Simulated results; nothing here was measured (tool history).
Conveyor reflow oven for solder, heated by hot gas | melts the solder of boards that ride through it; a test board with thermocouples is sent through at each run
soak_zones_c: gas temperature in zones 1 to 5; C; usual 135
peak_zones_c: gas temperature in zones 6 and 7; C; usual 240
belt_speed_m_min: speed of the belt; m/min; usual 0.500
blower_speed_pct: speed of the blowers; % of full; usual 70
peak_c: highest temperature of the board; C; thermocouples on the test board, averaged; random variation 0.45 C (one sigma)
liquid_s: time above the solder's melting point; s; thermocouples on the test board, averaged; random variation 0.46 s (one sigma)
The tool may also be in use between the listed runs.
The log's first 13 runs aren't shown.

run,hour,soak_zones_c,peak_zones_c,belt_speed_m_min,blower_speed_pct,peak_c,liquid_s
14,141.3,135,240,0.500,70,212.5,46.5
15,154.4,131,240,0.500,70,211.9,44.9
# hour 158.0: thermocouples of zones 6 and 7 changed
16,167.4,131,240,0.500,70,212.6,46.2
17,179.8,126,244,0.575,87,212.9,38.8
18,190.9,126,244,0.575,87,212.3,38.1
19,200.8,126,244,0.575,87,212.6,38.8
20,208.4,126,244,0.575,87,211.7,38.9
21,219.6,134,240,0.500,70,212.7,48.0
22,228.9,135,230,0.500,70,205.7,40.7
23,238.2,129,235,0.457,57,206.9,44.7
24,247.3,135,240,0.500,71,213.1,48.1
25,254.5,139,236,0.427,83,219.2,64.9
26,267.1,135,240,0.500,62,210.3,44.8
27,279.9,135,240,0.500,62,210.3,44.7
28,293.0,135,240,0.500,62,210.2,44.5
29,306.8,137,249,0.500,62,217.1,52.3
30,321.1,137,238,0.594,62,199.6,27.6
31,332.3,145,238,0.594,62,202.8,32.2
32,346.3,145,241,0.558,62,208.0,41.0

3 ways to go on from here, each from the tool as it stands after run 32. What would each give?
A,361.1,123,242,0.558,59,?,?
B,361.1,135,247,0.500,70,?,?
C,361.1,134,232,0.500,58,?,?

run,peak_c,liquid_s
A,200.5,26.3
B,216.4,51.0
C,202.1,35.3
Without the tool's hidden state the same runs would have given:
run,peak_c,liquid_s
A,204.5,30.9
B,220.1,53.9
C,205.3,39.6

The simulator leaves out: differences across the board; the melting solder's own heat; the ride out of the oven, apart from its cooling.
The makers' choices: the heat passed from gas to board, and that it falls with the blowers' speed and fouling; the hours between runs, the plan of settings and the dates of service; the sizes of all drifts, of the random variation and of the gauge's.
